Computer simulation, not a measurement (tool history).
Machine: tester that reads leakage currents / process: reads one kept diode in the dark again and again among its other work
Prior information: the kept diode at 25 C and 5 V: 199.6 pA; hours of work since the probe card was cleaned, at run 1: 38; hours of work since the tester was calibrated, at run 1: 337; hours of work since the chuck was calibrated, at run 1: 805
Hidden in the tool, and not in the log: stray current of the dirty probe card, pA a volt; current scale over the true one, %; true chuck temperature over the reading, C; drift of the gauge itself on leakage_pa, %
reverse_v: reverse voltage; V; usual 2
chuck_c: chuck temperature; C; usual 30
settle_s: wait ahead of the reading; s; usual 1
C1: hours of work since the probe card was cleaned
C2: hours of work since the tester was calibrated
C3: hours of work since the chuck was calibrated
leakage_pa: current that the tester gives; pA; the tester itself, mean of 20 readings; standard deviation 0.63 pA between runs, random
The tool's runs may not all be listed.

run 1 hour=0 | reverse_v=2 chuck_c=30 settle_s=1 | C1=38 C2=337 C3=805 | leakage_pa=180.76
run 2 hour=144.4 | reverse_v=2 chuck_c=30 settle_s=1 | C1=133 C2=433 C3=901 | leakage_pa=177.82
-- hour=202.3 chuck's temperature calibrated
run 3 hour=264.1 | reverse_v=2 chuck_c=30 settle_s=1 | C1=212 C2=511 C3=41 | leakage_pa=161.13
run 4 hour=392.8 | reverse_v=2 chuck_c=30 settle_s=1 | C1=297 C2=596 C3=126 | leakage_pa=157.94
run 5 hour=506.2 | reverse_v=1.11 chuck_c=30 settle_s=1 | C1=372 C2=671 C3=202 | leakage_pa=122.46
run 6 hour=614.4 | reverse_v=1.11 chuck_c=30 settle_s=1 | C1=444 C2=743 C3=274 | leakage_pa=120.54
run 7 hour=742.6 | reverse_v=1.11 chuck_c=30 settle_s=1 | C1=529 C2=828 C3=359 | leakage_pa=118.05
run 8 hour=840.9 | reverse_v=2 chuck_c=30 settle_s=1 | C1=595 C2=894 C3=424 | leakage_pa=151.16
run 9 hour=966.6 | reverse_v=2 chuck_c=22 settle_s=1 | C1=678 C2=977 C3=508 | leakage_pa=73.52
run 10 hour=1095.9 | reverse_v=2 chuck_c=22 settle_s=1 | C1=764 C2=1063 C3=593 | leakage_pa=72.37
-- hour=1130.2 chuck's temperature calibrated, once more
run 11 hour=1198.7 | reverse_v=2 chuck_c=30 settle_s=1 | C1=831 C2=1130 C3=45 | leakage_pa=214.34
run 12 hour=1342.4 | reverse_v=2 chuck_c=30 settle_s=0.56 | C1=926 C2=1225 C3=141 | leakage_pa=211.14
run 13 hour=1412.5 | reverse_v=2 chuck_c=30 settle_s=0.56 | C1=973 C2=1272 C3=187 | leakage_pa=209.38
-- hour=1556.1 probe card cleaned and baked
run 14 hour=1560.9 | reverse_v=2 chuck_c=30 settle_s=1.58 | C1=3 C2=1369 C3=284 | leakage_pa=202.88
run 15 hour=1662.8 | reverse_v=2 chuck_c=30 settle_s=1 | C1=71 C2=1436 C3=352 | leakage_pa=199.03
run 16 hour=1811.8 | reverse_v=2 chuck_c=30 settle_s=1 | C1=170 C2=1535 C3=451 | leakage_pa=194.95
run 17 hour=1942.4 | reverse_v=18.84 chuck_c=30 settle_s=1 | C1=257 C2=1622 C3=537 | leakage_pa=497.3
run 18 hour=2085.9 | reverse_v=2 chuck_c=30 settle_s=1 | C1=352 C2=1717 C3=633 | leakage_pa=188.67
run 19 hour=2225.6 | reverse_v=2 chuck_c=30 settle_s=1 | C1=445 C2=1810 C3=725 | leakage_pa=185.19
run 20 hour=2342.9 | reverse_v=2 chuck_c=33 settle_s=7.88 | C1=523 C2=1888 C3=803 | leakage_pa=235.49
run 21 hour=2454.8 | reverse_v=2 chuck_c=33 settle_s=7.88 | C1=597 C2=1962 C3=878 | leakage_pa=231.83
-- hour=2549.5 chuck's temperature calibrated
run 22 hour=2583.1 | reverse_v=4.35 chuck_c=58 settle_s=0.52 | C1=681 C2=2046 C3=22 | leakage_pa=2603.69
run 23 hour=2669.2 | reverse_v=2 chuck_c=30 settle_s=3.26 | C1=738 C2=2103 C3=79 | leakage_pa=212.71
run 24 hour=2753.9 | reverse_v=14.9 chuck_c=30 settle_s=1.66 | C1=794 C2=2159 C3=136 | leakage_pa=502.36
run 25 hour=2892.9 | reverse_v=1.28 chuck_c=45 settle_s=1.72 | C1=886 C2=2252 C3=228 | leakage_pa=574.78
run 26 hour=2990.9 | reverse_v=1.28 chuck_c=45 settle_s=1.72 | C1=951 C2=2317 C3=293 | leakage_pa=567.09
run 27 hour=3069.8 | reverse_v=2 chuck_c=49 settle_s=1.34 | C1=1004 C2=2369 C3=345 | leakage_pa=919.5
-- hour=3164.8 probe card cleaned and baked
run 28 hour=3165.2 | reverse_v=16.94 chuck_c=30 settle_s=2.04 | C1=0 C2=2431 C3=407 | leakage_pa=480.51
run 29 hour=3291.8 | reverse_v=16.94 chuck_c=30 settle_s=2.04 | C1=84 C2=2515 C3=491 | leakage_pa=473.39
run 30 hour=3405.6 | reverse_v=2 chuck_c=23 settle_s=5.36 | C1=160 C2=2590 C3=566 | leakage_pa=103.35
run 31 hour=3526.9 | reverse_v=8.46 chuck_c=53 settle_s=1.06 | C1=240 C2=2671 C3=647 | leakage_pa=2144.22
run 32 hour=3669.1 | reverse_v=13.61 chuck_c=30 settle_s=3.48 | C1=335 C2=2765 C3=741 | leakage_pa=417.29
run 33 hour=3785.5 | reverse_v=2.17 chuck_c=30 settle_s=1.36 | C1=412 C2=2842 C3=819 | leakage_pa=189.31
run 34 hour=3923 | reverse_v=2 chuck_c=38 settle_s=1 | C1=504 C2=2934 C3=910 | leakage_pa=350.43
-- hour=3964.4 chuck's temperature calibrated
run 35 hour=4017.5 | reverse_v=2.66 chuck_c=30 settle_s=6.08 | C1=565 C2=2995 C3=35 | leakage_pa=240
run 36 hour=4165 | reverse_v=2.66 chuck_c=30 settle_s=6.08 | C1=663 C2=3093 C3=133 | leakage_pa=236.28
-- hour=4264.7 tester calibrated
run 37 hour=4264.7 | reverse_v=2.66 chuck_c=30 settle_s=6.08 | C1=728 C2=0 C3=198 | leakage_pa=228.4
run 38 hour=4335 | reverse_v=2.66 chuck_c=30 settle_s=6.08 | C1=774 C2=47 C3=245 | leakage_pa=225.82

Run by run, hidden condition taken away, random variation retained:
run=1 leakage_pa=210.74
run=2 leakage_pa=210.85
run=3 leakage_pa=210.46
run=4 leakage_pa=209.6
run=5 leakage_pa=165.25
run=6 leakage_pa=164.96
run=7 leakage_pa=164.23
run=8 leakage_pa=211.93
run=9 leakage_pa=104.69
run=10 leakage_pa=104.66
run=11 leakage_pa=210.72
run=12 leakage_pa=210.97
run=13 leakage_pa=210.73
run=14 leakage_pa=211.96
run=15 leakage_pa=210.52
run=16 leakage_pa=210.01
run=17 leakage_pa=537.04
run=18 leakage_pa=210.33
run=19 leakage_pa=210.25
run=20 leakage_pa=271.27
run=21 leakage_pa=270.81
run=22 leakage_pa=2575.4
run=23 leakage_pa=210.43
run=24 leakage_pa=486.39
run=25 leakage_pa=588.97
run=26 leakage_pa=587.92
run=27 leakage_pa=962.1
run=28 leakage_pa=514.85
run=29 leakage_pa=512.62
run=30 leakage_pa=114.38
run=31 leakage_pa=2364.5
run=32 leakage_pa=468.54
run=33 leakage_pa=218.92
run=34 leakage_pa=410.09
run=35 leakage_pa=235.91
run=36 leakage_pa=236.82
run=37 leakage_pa=236.94
run=38 leakage_pa=236.36
